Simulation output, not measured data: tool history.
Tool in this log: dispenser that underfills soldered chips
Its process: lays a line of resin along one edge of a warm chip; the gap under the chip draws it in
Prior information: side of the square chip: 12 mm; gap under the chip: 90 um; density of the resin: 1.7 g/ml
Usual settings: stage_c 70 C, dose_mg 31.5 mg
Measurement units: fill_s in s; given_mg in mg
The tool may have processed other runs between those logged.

{"run": 1, "hour": 0.0, "stage_c": 70, "dose_mg": 31.5, "fill_s": 45.5, "given_mg": 31.36}
{"hour": 3.7, "done": "new syringe of resin"}
{"run": 2, "hour": 4.7, "stage_c": 70, "dose_mg": 31.5, "fill_s": 33.4, "given_mg": 31.23}
{"run": 3, "hour": 9.6, "stage_c": 70, "dose_mg": 31.5, "fill_s": 43.5, "given_mg": 31.19}
{"run": 4, "hour": 12.1, "stage_c": 70, "dose_mg": 33.7, "fill_s": 49.3, "given_mg": 33.24}
{"hour": 13.4, "done": "new syringe of resin"}
{"run": 5, "hour": 15.1, "stage_c": 70, "dose_mg": 33.7, "fill_s": 34.7, "given_mg": 33.36}
{"run": 6, "hour": 17.4, "stage_c": 70, "dose_mg": 33.7, "fill_s": 38.8, "given_mg": 33.3}
{"run": 7, "hour": 21.9, "stage_c": 70, "dose_mg": 33.7, "fill_s": 49.6, "given_mg": 33.24}
{"hour": 23.0, "done": "new syringe of resin"}
{"run": 8, "hour": 25.8, "stage_c": 61, "dose_mg": 29, "fill_s": 53, "given_mg": 28.54}
{"run": 9, "hour": 28.1, "stage_c": 59, "dose_mg": 39.4, "fill_s": 60.5, "given_mg": 38.86}
{"hour": 32.7, "done": "new syringe of resin"}
{"run": 10, "hour": 33.5, "stage_c": 73, "dose_mg": 36.8, "fill_s": 29.3, "given_mg": 36.13}
{"run": 11, "hour": 37.6, "stage_c": 80, "dose_mg": 31.5, "fill_s": 29.4, "given_mg": 30.92}

Selected run-to-run steps in fill_s, each split into two signed amounts: the part the tool would show with no hidden state at all (from settings, incoming material and random variation), and the remainder, which goes to the hidden state together with any gauge scatter not common to the measured and the hidden-state-free results:
Hidden conditions of the tool in this case: resin's viscosity, % of fresh resin's; dose that the valve gives, % of what is set; true chip temperature over the reading, C; drift of the gauge itself on fill_s, %; drift of the gauge itself on given_mg, %.
Run 4 -> 5: new syringe of resin. fill_s -14.6 s: hidden state -14.9, all else +0.3.
Run 9 -> 10: stage_c 59 -> 73, dose_mg 39.4 -> 36.8, new syringe of resin. fill_s -31.2 s: hidden state -13.9, all else -17.3.
